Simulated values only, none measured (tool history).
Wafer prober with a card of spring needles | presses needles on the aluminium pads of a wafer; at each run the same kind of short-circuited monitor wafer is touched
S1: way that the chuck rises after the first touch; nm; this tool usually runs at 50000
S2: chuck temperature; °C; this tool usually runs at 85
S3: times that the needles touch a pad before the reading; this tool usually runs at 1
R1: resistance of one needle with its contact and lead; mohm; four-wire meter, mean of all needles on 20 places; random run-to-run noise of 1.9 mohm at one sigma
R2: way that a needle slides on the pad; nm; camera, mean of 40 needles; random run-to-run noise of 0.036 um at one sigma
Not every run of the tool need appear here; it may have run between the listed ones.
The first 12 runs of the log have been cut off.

run     day     S1  S2  S3   R1     R2
      8.683  -- tips cleaned on abrasive film
 13   8.804  50000  85   1  261  10150
      9.304  -- tips cleaned on abrasive film
 14   9.546  50000  85   1  277  10120
      9.892  -- tips cleaned on abrasive film
 15  10.054  50000  85   1  266  10160
     10.512  -- tips cleaned on abrasive film
 16  10.788  50000  87   1  290  10120
     11.079  -- tips cleaned on abrasive film
 17  11.571  50000  87   1  314  10140
     11.692  -- tips cleaned on abrasive film
     12.292  -- tips cleaned on abrasive film
 18  12.508  50000  33   1  269  10050
     12.883  -- tips cleaned on abrasive film
     13.483  -- tips cleaned on abrasive film
 19  13.562  50000  33   1  239  10070
      14.05  -- tips cleaned on abrasive film
 20  14.358  50000  33   1  289  10010
     14.633  -- tips cleaned on abrasive film
 21  15.038  50000  85   2  270   9990
     15.242  -- tips cleaned on abrasive film
 22  15.758  41000  85   1  362   8160
     15.846  -- tips cleaned on abrasive film
     16.421  -- tips cleaned on abrasive film
 23  16.638  41000  85   1  322   8140
     17.004  -- tips cleaned on abrasive film
 24  17.208  50000  85   2  256  10000
     17.662  -- tips cleaned on abrasive film
 25  18.079  34000  27   2  338   6700
     18.254  -- tips cleaned on abrasive film
     18.888  -- tips cleaned on abrasive film
 26  19.125  37000  85   1  351   7270
     19.483  -- tips cleaned on abrasive film
      20.05  -- tips cleaned on abrasive film
 27  20.258  50000  33   2  245   9930
     20.425  -- height of the first contact set anew
     20.683  -- tips cleaned on abrasive film
     21.304  -- tips cleaned on abrasive film
 28  21.342  49000  36   3  208   9970
     21.908  -- tips cleaned on abrasive film
 29  22.254  70000  83   1  248  14270
     22.542  -- tips cleaned on abrasive film
 30  23.029  65000  85   1  262  13290
     23.142  -- tips cleaned on abrasive film
     23.783  -- tips cleaned on abrasive film
 31  23.871  65000  85   1  226  13220
     24.392  -- tips cleaned on abrasive film
 32  24.596  50000  85   1  279  10090

What if the next run were any one of these 3? Each begins from the tool's condition after run 32:
     25.012  -- tips cleaned on abrasive film
  A  25.183  36000  85   2   ?   ?
     25.012  -- tips cleaned on abrasive film
  B  25.183  66000  56   1   ?   ?
     25.012  -- tips cleaned on abrasive film
  C  25.183  50000  43   1   ?   ?

run   R1     R2
  A  288   7250
  B  236  13420
  C  266  10110
Without the tool's unlogged condition, the same runs would have read:
run   R1     R2
  A  217   7370
  B  196  13550
  C  199  10230
